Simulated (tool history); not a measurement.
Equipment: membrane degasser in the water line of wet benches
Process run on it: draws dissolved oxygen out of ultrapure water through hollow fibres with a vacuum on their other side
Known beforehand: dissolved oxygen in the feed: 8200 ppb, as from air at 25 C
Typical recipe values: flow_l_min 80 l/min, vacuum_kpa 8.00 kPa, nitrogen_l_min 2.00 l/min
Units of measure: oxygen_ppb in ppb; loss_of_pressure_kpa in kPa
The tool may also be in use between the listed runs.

run	hour	flow_l_min	vacuum_kpa	nitrogen_l_min	oxygen_ppb	loss_of_pressure_kpa
1	0.0	80	8.00	2.00	488.8	44.37
2	29.4	80	8.00	2.00	486.3	44.72
3	69.9	80	8.00	2.00	480.9	44.41
4	110.9	80	8.00	2.00	483.1	44.50
5	158.0	80	8.00	2.00	487.9	44.37
6	209.0	80	13.94	2.00	896.6	44.58
7	234.4	80	8.00	3.60	341.4	44.51
8	276.8	80	8.00	2.00	484.0	44.64
9	318.5	74	8.00	2.00	443.1	41.26
10	368.5	84	8.00	2.00	508.3	46.91
11	426.0	84	8.00	2.00	508.1	46.93
12	477.3	103	5.37	4.62	295.0	57.36
13	528.7	80	9.73	2.55	530.2	44.74
14	572.4	49	7.32	5.45	119.5	27.32
15	617.5	87	10.29	3.12	534.7	48.37
16	643.7	87	10.29	3.12	537.2	48.50
17	670.3	59	14.74	1.44	923.0	32.95
18	708.1	76	8.45	2.19	469.2	42.13
19	744.5	80	12.05	2.00	760.7	44.76

Some steps in oxygen_ppb, run to run, broken into two amounts with sign: the step expected even without the hidden condition (settings, incoming material, random variation), and the rest, left for the hidden condition together with whatever gauge scatter is not in both the measured and the hidden-condition-free result:
Hidden state at play: membrane still open, %; true pressure behind the membrane over the reading, kPa; air that leaks in behind the membrane, l/min; drift of the gauge itself on oxygen_ppb, %; drift of the gauge itself on loss_of_pressure_kpa, %.
Run 6 -> 7: vacuum_kpa 13.94 -> 8.00, nitrogen_l_min 2.00 -> 3.60. oxygen_ppb -555.2 ppb: hidden state -5.7, all else -549.5.
Run 13 -> 14: flow_l_min 80 -> 49, vacuum_kpa 9.73 -> 7.32, nitrogen_l_min 2.55 -> 5.45. oxygen_ppb -410.7 ppb: hidden state -12.9, all else -397.8.
